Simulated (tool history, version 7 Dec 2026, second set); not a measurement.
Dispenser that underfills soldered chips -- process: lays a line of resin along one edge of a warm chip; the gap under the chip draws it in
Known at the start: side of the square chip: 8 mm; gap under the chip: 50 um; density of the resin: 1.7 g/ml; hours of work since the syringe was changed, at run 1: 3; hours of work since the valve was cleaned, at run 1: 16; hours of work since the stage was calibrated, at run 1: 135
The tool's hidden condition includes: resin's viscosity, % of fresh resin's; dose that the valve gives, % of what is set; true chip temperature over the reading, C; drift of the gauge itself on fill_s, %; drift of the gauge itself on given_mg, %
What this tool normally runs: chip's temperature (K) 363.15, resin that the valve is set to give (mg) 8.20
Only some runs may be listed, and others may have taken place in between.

| run | hour | chip's temperature (K) | resin that the valve is set to give (mg) | hours of work since the syringe was changed | hours of work since the valve was cleaned | hours of work since the stage was calibrated | time until the resin shows at the far edge (s) | resin that the valve gave (mg) |
|---|---|---|---|---|---|---|---|---|
| 1 | 0.0 | 363.15 | 8.20 | 3 | 16 | 135 | 83.2 | 8.18 |
| 2 | 5.3 | 363.15 | 8.20 | 6 | 19 | 138 | 106.1 | 8.16 |
| 3 | 11.1 | 363.15 | 9.69 | 10 | 23 | 142 | 132.5 | 9.62 |
|  | 12.6 | new syringe of resin |
| 4 | 18.1 | 363.15 | 9.69 | 3 | 27 | 146 | 84.2 | 9.59 |
| 5 | 25.5 | 363.15 | 9.69 | 8 | 31 | 151 | 119.7 | 9.58 |
|  | 29.7 | new syringe of resin |
| 6 | 36.2 | 363.15 | 8.20 | 4 | 38 | 157 | 91.3 | 8.12 |
| 7 | 42.8 | 377.15 | 8.20 | 8 | 42 | 161 | 65.3 | 8.09 |
|  | 46.7 | new syringe of resin |
| 8 | 51.2 | 377.15 | 8.20 | 3 | 47 | 167 | 42.8 | 8.05 |
| 9 | 55.6 | 351.15 | 10.28 | 6 | 50 | 169 | 176.8 | 10.10 |
| 10 | 60.3 | 367.15 | 9.08 | 8 | 53 | 172 | 101.8 | 8.91 |
|  | 64.2 | new syringe of resin |
| 11 | 68.7 | 353.15 | 10.35 | 3 | 58 | 177 | 132.5 | 10.14 |
| 12 | 74.0 | 353.15 | 9.49 | 6 | 61 | 181 | 168.8 | 9.27 |
|  | 81.4 | new syringe of resin |
| 13 | 81.4 | 360.15 | 9.43 | 0 | 66 | 185 | 74.6 | 9.19 |

Expected results for the next run?
| 14 | 86.8 | 360.15 | 9.87 | 3 | 69 | 188 | ? | ? |

time until the resin shows at the far edge (s): 96.3
resin that the valve gave (mg): 9.62
Minus the tool's unlogged condition, the same run would have read time until the resin shows at the far edge (s) 80.0, resin that the valve gave (mg) 9.86.
